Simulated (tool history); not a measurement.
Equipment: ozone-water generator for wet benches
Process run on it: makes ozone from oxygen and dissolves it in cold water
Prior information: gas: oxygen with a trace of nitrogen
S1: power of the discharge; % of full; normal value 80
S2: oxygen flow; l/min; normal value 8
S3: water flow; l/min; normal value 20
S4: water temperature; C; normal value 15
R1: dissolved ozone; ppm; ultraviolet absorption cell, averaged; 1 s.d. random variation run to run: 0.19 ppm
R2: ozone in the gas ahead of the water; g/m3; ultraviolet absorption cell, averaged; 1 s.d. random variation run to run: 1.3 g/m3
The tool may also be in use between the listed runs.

{"run": 1, "hour": 0.0, "S1": 80, "S2": 8, "S3": 20, "S4": 15, "R1": 27, "R2": 237.2}
{"run": 2, "hour": 29.2, "S1": 80, "S2": 8, "S3": 20, "S4": 15, "R1": 27, "R2": 238.7}
{"run": 3, "hour": 62.1, "S1": 80, "S2": 5.67, "S3": 20, "S4": 15, "R1": 28.7, "R2": 302.3}
{"run": 4, "hour": 112.7, "S1": 80, "S2": 5.67, "S3": 20, "S4": 15, "R1": 28.6, "R2": 299.7}
{"run": 5, "hour": 136.2, "S1": 77, "S2": 8, "S3": 20, "S4": 15, "R1": 25.6, "R2": 230.6}
{"run": 6, "hour": 162.5, "S1": 77, "S2": 8, "S3": 20, "S4": 15, "R1": 25.7, "R2": 230}
{"run": 7, "hour": 216.2, "S1": 77, "S2": 8, "S3": 20, "S4": 15, "R1": 25.9, "R2": 229}
{"run": 8, "hour": 262.8, "S1": 77, "S2": 8, "S3": 20, "S4": 15, "R1": 26, "R2": 230.1}
{"run": 9, "hour": 297.8, "S1": 77, "S2": 8, "S3": 20, "S4": 15, "R1": 26, "R2": 229.5}
{"run": 10, "hour": 351.2, "S1": 77, "S2": 8, "S3": 20, "S4": 15, "R1": 26, "R2": 230.9}
{"run": 11, "hour": 389.7, "S1": 70, "S2": 8, "S3": 20, "S4": 15, "R1": 23.8, "R2": 209.4}
{"run": 12, "hour": 440.8, "S1": 80, "S2": 8, "S3": 20, "S4": 15, "R1": 26.8, "R2": 237.7}
{"run": 13, "hour": 490.3, "S1": 80, "S2": 7.98, "S3": 20, "S4": 15, "R1": 26.8, "R2": 240.8}
{"run": 14, "hour": 523.1, "S1": 80, "S2": 7.98, "S3": 20, "S4": 15, "R1": 26.8, "R2": 240.4}
{"run": 15, "hour": 559.3, "S1": 43, "S2": 11.04, "S3": 12, "S4": 11, "R1": 21.4, "R2": 107.9}
{"run": 16, "hour": 606.0, "S1": 80, "S2": 8.8, "S3": 20, "S4": 15, "R1": 26.7, "R2": 223.3}
{"run": 17, "hour": 649.6, "S1": 60, "S2": 8.8, "S3": 20, "S4": 15, "R1": 20, "R2": 169.1}
{"run": 18, "hour": 698.4, "S1": 95, "S2": 4.94, "S3": 32, "S4": 15, "R1": 21, "R2": 390.2}
{"run": 19, "hour": 749.3, "S1": 95, "S2": 4.94, "S3": 32, "S4": 15, "R1": 21.1, "R2": 393.3}
{"run": 20, "hour": 773.9, "S1": 95, "S2": 4.94, "S3": 32, "S4": 15, "R1": 21, "R2": 391.4}
{"run": 21, "hour": 797.7, "S1": 62, "S2": 4.74, "S3": 21, "S4": 7, "R1": 23.7, "R2": 269.9}
{"run": 22, "hour": 847.2, "S1": 79, "S2": 8, "S3": 31, "S4": 12, "R1": 18.4, "R2": 236}
{"run": 23, "hour": 874.2, "S1": 47, "S2": 7.32, "S3": 22, "S4": 12, "R1": 15.9, "R2": 156}

Forecast each of these 4 alternatives for the next run:
{"run": "A", "hour": 922.3, "S1": 80, "S2": 6.26, "S3": 15, "S4": 9, "R1": "?", "R2": "?"}
{"run": "B", "hour": 922.3, "S1": 80, "S2": 8, "S3": 17, "S4": 15, "R1": "?", "R2": "?"}
{"run": "C", "hour": 922.3, "S1": 47, "S2": 7.32, "S3": 22, "S4": 18, "R1": "?", "R2": "?"}
{"run": "D", "hour": 922.3, "S1": 47, "S2": 6.6, "S3": 22, "S4": 14, "R1": "?", "R2": "?"}

run=A R1=39.8 R2=283.5
run=B R1=30.7 R2=239.5
run=C R1=14.5 R2=154.5
run=D R1=15.8 R2=165.5
Had the tool no hidden state, the same runs would have come out as:
run=A R1=39.8 R2=283.5
run=B R1=30.7 R2=239.6
run=C R1=14.5 R2=154.5
run=D R1=15.8 R2=165.5

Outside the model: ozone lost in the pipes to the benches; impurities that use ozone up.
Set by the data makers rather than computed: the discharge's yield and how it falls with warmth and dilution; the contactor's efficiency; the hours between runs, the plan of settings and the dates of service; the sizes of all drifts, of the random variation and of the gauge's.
